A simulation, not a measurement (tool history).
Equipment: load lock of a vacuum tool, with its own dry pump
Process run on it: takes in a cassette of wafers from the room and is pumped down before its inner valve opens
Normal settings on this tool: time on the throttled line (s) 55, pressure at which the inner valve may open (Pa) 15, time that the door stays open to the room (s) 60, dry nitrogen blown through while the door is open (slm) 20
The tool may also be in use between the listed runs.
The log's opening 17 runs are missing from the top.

| run | hour | time on the throttled line (s) | pressure at which the inner valve may open (Pa) | time that the door stays open to the room (s) | dry nitrogen blown through while the door is open (slm) | hours that the pump has run since its overhaul | times that the door has closed on its seal | incoming humidity of the room's air, % | time from the closed door until the inner valve may open (s) | rise of the pressure with all valves shut (Pa/min) |
|---|---|---|---|---|---|---|---|---|---|---|
| 18 | 2672 | 55 | 18 | 175 | 16 | 10900 | 24668 | 46.8 | 78.6 | 0.442 |
| 19 | 2858.8 | 55 | 15 | 29 | 20 | 11087 | 25168 | 45.5 | 78.8 | 0.405 |
| 20 | 2984.2 | 55 | 15 | 29 | 20 | 11212 | 25503 | 45.7 | 78.7 | 0.421 |
| 21 | 3116.7 | 46 | 10 | 35 | 5 | 11345 | 25858 | 47.7 | 72.7 | 0.448 |
| 22 | 3333.6 | 46 | 10 | 35 | 5 | 11562 | 26438 | 46.8 | 72.3 | 0.457 |
| 23 | 3431.5 | 82 | 10 | 35 | 11 | 11659 | 26700 | 40.7 | 103.8 | 0.443 |
| 24 | 3549.2 | 55 | 16 | 137 | 11 | 11777 | 27015 | 43.8 | 78.9 | 0.501 |
| 25 | 3755 | 56 | 15 | 60 | 4 | 11983 | 27566 | 46.1 | 79.2 | 0.503 |
| 26 | 3958.8 | 56 | 15 | 60 | 4 | 12187 | 28111 | 48.7 | 79.6 | 0.524 |
| 27 | 4161.8 | 29 | 18 | 183 | 37 | 12390 | 28655 | 43.8 | 55.6 | 0.511 |
| 28 | 4337.1 | 79 | 13 | 183 | 37 | 12565 | 29124 | 43.1 | 100.1 | 0.524 |
| 29 | 4516.8 | 61 | 28 | 60 | 13 | 12745 | 29605 | 47.7 | 82.1 | 0.53 |
| 30 | 4663.6 | 50 | 29 | 133 | 13 | 12892 | 29997 | 48.4 | 72.5 | 0.575 |

Each row is a separate what-if for the run after 30, all from the same tool condition, not one after another. Results?
| A | 4811.7 | 57 | 29 | 184 | 10 | 13040 | 30394 | 44.7 | ? | ? |
| B | 4811.7 | 40 | 15 | 60 | 20 | 13040 | 30394 | 46.1 | ? | ? |
| C | 4811.7 | 30 | 15 | 60 | 20 | 13040 | 30394 | 43.3 | ? | ? |
| D | 4811.7 | 55 | 17 | 114 | 20 | 13040 | 30394 | 45.5 | ? | ? |
| E | 4811.7 | 45 | 29 | 133 | 4 | 13040 | 30394 | 45.4 | ? | ? |

| run | time from the closed door until the inner valve may open (s) | rise of the pressure with all valves shut (Pa/min) |
|---|---|---|
| A | 78.7 | 0.604 |
| B | 66 | 0.548 |
| C | 57.3 | 0.54 |
| D | 78.5 | 0.557 |
| E | 67.9 | 0.613 |
Without the tool's unlogged condition, the same runs would have read:
| run | time from the closed door until the inner valve may open (s) | rise of the pressure with all valves shut (Pa/min) |
|---|---|---|
| A | 77.4 | 0.092 |
| B | 64.5 | 0.036 |
| C | 55.6 | 0.031 |
| D | 77 | 0.047 |
| E | 66.5 | 0.1 |
